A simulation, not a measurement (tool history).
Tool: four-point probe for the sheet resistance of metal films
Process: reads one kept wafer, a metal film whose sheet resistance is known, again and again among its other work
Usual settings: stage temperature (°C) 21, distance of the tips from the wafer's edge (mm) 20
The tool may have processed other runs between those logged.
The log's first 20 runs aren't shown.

run    hour  stage temperature (°C)  distance of the tips from the wafer's edge (mm)  sheet resistance as the instrument gives it (ohm/square)
 21  2084.1                      21                                               20                                                  1.078468
 22  2215.5                      21                                               20                                                  1.078108
 23  2333.2                      21                                               20                                                  1.078668
 24  2445.4                      27                                               38                                                  1.070002
 25  2583.5                      21                                               14                                                  1.081065
 26  2650.8                      25                                               20                                                  1.074595
 27  2716.1                      25                                                7                                                  1.090711
 28  2782.2                      25                                               74                                                  1.072262
 29  2846.6                      22                                               24                                                  1.077143
 30  2989.1                      31                                               20                                                  1.068589
 31  3129.9                      29                                               73                                                  1.068870
 32  3196.5                      28                                               14                                                  1.074442
 33  3302.2                      32                                               40                                                  1.065858
 34  3423.6                      24                                               68                                                  1.074487
 35  3561.1                      24                                               68                                                  1.074976
 36  3630.5                      24                                               68                                                  1.075123
 37  3750.2                      24                                               68                                                  1.074925
     3768.4  -- stage's thermometer calibrated
 38  3872.0                      24                                                6                                                  1.101924
 39  3969.4                      29                                                6                                                  1.096760
 40  4033.3                      29                                                6                                                  1.096756
 41  4163.3                      29                                                6                                                  1.097340
 42  4295.2                      19                                                9                                                  1.095033
 43  4354.3                      22                                               61                                                  1.080119
 44  4437.6                      29                                                6                                                  1.097607
 45  4557.2                      20                                               19                                                  1.085475

Each row is a separate what-if for the run after 45, all from the same tool condition, not one after another. Results?
  A  4702.9                      21                                               74                                                         ?
  B  4702.9                      28                                               19                                                         ?
  C  4702.9                      24                                                7                                                         ?
  D  4702.9                      33                                               54                                                         ?

run  sheet resistance as the instrument gives it (ohm/square)
  A                                                  1.081800
  B                                                  1.076572
  C                                                  1.097230
  D                                                  1.068415
With the hidden condition removed and each run's random variation left untouched, the same runs would have given:
run  sheet resistance as the instrument gives it (ohm/square)
  A                                                  1.076529
  B                                                  1.071320
  C                                                  1.091889
  D                                                  1.063197

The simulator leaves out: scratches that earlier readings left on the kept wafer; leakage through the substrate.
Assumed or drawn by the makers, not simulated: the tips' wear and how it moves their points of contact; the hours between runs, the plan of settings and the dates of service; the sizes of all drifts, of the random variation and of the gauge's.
